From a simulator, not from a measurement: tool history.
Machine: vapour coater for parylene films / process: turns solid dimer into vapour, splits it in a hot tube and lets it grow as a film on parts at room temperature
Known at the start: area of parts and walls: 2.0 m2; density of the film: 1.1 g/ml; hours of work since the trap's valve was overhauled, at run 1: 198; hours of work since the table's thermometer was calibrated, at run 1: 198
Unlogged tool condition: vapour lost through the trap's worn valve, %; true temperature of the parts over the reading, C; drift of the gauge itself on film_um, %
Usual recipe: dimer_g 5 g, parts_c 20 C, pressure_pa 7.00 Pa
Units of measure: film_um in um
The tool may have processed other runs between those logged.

run     day  dimer_g  parts_c  pressure_pa  hours of work since the trap's valve was overhauled  hours of work since the table's thermometer was calibrated  film_um
  1   0.000        5       20         7.00                                                  198                                                         198    1.385
  2   2.054        5       20         7.00                                                  229                                                         229    1.384
  3   3.746        5       20         7.00                                                  255                                                         255    1.380
  4   6.171        5       20         7.00                                                  292                                                         292    1.388
  5   9.217        5       20         7.00                                                  337                                                         337    1.381
  6  10.758        5       20         7.00                                                  361                                                         361    1.380
  7  12.246        5       20         7.00                                                  383                                                         383    1.374
  8  14.517        5       20         7.00                                                  417                                                         417    1.378
  9  16.788        6       26         6.02                                                  452                                                         452    1.247
 10  19.333        8       18         8.29                                                  490                                                         490    2.385
 11  20.996        8       21         8.29                                                  515                                                         515    2.059
 12  22.738        8       21         8.29                                                  541                                                         541    2.056
 13  25.162        7       17         7.90                                                  578                                                         578    2.204
 14  27.446        7       17         7.90                                                  612                                                         612    2.204
 15  30.346        6       17         8.58                                                  656                                                         656    1.866
 16  31.942        2       20         4.55                                                  680                                                         680    0.574

Alternative continuations, all from the tool just after run 16; predict every row:
     33.133  -- trap's valve overhauled
  A  34.975        2       20         6.26                                                   28                                                         723        ?
     33.133  -- trap's valve overhauled
  B  34.975        6       20         7.00                                                   28                                                         723        ?
     33.133  -- trap's valve overhauled
  C  34.975        9       15         4.64                                                   28                                                         723        ?

run  film_um
  A    0.557
  B    1.652
  C    3.293
Stripped of hidden state, with their random variation kept, the same runs would have yielded:
run  film_um
  A    0.562
  B    1.667
  C    3.324
